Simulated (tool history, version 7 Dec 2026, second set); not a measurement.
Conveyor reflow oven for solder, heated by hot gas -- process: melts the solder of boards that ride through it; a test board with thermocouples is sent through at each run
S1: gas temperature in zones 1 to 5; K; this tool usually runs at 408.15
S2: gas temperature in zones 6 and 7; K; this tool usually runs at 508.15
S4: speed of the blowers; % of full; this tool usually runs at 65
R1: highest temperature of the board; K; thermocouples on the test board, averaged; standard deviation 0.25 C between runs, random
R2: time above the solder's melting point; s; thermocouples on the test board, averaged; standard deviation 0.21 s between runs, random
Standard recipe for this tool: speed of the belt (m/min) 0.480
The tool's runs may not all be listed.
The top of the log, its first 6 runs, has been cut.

Run 7, hour 40.3: usual settings but S1 422.15 K. Result: R1 493.45 K, R2 74.0 s.
Run 8, hour 48.7: usual settings but S1 422.15 K. Result: R1 493.85 K, R2 73.2 s.
Run 9, hour 58.3: usual settings. Result: R1 491.05 K, R2 65.5 s.
Run 10, hour 64.2: usual settings. Result: R1 491.45 K, R2 65.4 s.
Run 11, hour 71.0: usual settings but S2 502.15 K. Result: R1 486.15 K, R2 60.6 s.
Run 12, hour 75.3: usual settings but S2 502.15 K. Result: R1 485.75 K, R2 60.3 s.
Run 13, hour 80.2: usual settings. Result: R1 491.25 K, R2 65.4 s.
Run 14, hour 84.7: usual settings. Result: R1 490.95 K, R2 65.3 s.
Run 15, hour 90.7: usual settings. Result: R1 490.95 K, R2 65.3 s.
Run 16, hour 100.3: usual settings but S1 412.15 K, S2 520.15 K, speed of the belt (m/min) 0.442, S4 82 % of full. Result: R1 508.25 K, R2 85.3 s.
Run 17, hour 109.2: usual settings but S2 499.15 K, speed of the belt (m/min) 0.451, S4 72 % of full. Result: R1 485.65 K, R2 66.2 s.
Run 18, hour 115.9: usual settings but S2 499.15 K, speed of the belt (m/min) 0.451, S4 55 % of full. Result: R1 482.25 K, R2 60.0 s.
Run 19, hour 120.3: usual settings but S1 411.15 K, S2 514.15 K, speed of the belt (m/min) 0.403, S4 79 % of full. Result: R1 504.15 K, R2 91.6 s.
Run 20, hour 128.3: usual settings but S1 400.15 K, S4 80 % of full. Result: R1 492.95 K, R2 64.7 s.
Run 21, hour 136.9: usual settings but S1 414.15 K. Result: R1 491.75 K, R2 68.1 s.
Run 22, hour 142.4: usual settings but S1 414.15 K. Result: R1 491.65 K, R2 68.4 s.
Run 23, hour 146.8: usual settings but S1 414.15 K. Result: R1 491.25 K, R2 68.3 s.
Run 24, hour 156.8: usual settings but S1 394.15 K, S2 512.15 K, speed of the belt (m/min) 0.472, S4 83 % of full. Result: R1 496.35 K, R2 67.2 s.
Run 25, hour 161.8: usual settings but S1 394.15 K, S2 512.15 K, speed of the belt (m/min) 0.490, S4 83 % of full. Result: R1 495.35 K, R2 63.1 s.
Run 26, hour 168.9: usual settings but S1 394.15 K, S2 512.15 K, speed of the belt (m/min) 0.389, S4 83 % of full. Result: R1 501.55 K, R2 87.4 s.
Run 27, hour 175.5: usual settings but S1 394.15 K, S2 512.15 K, speed of the belt (m/min) 0.389, S4 83 % of full. Result: R1 501.75 K, R2 87.3 s.
Run 28, hour 181.9: usual settings but S1 394.15 K, S2 512.15 K, speed of the belt (m/min) 0.389, S4 83 % of full. Result: R1 501.85 K, R2 87.0 s.
Run 29, hour 189.0: usual settings. Result: R1 490.45 K, R2 64.6 s.
Run 30, hour 196.3: usual settings but S4 54 % of full. Result: R1 487.05 K, R2 60.8 s.

Forecast each of these 3 alternatives for the next run:
Run A, hour 201.9: usual settings but S2 522.15 K, S4 54 % of full. Result: R1 ?, R2 ?.
Run B, hour 201.9: usual settings but S1 396.15 K, S2 522.15 K, S4 54 % of full. Result: R1 ?, R2 ?.
Run C, hour 201.9: usual settings but speed of the belt (m/min) 0.571, S4 84 % of full. Result: R1 ?, R2 ?.

run      R1    R2
  A  499.35  71.4
  B  496.55  65.5
  C  489.05  52.7
With the hidden condition removed and each run's random variation left untouched, the same runs would have given:
run      R1    R2
  A  502.45  73.4
  B  499.85  67.9
  C  492.55  55.5

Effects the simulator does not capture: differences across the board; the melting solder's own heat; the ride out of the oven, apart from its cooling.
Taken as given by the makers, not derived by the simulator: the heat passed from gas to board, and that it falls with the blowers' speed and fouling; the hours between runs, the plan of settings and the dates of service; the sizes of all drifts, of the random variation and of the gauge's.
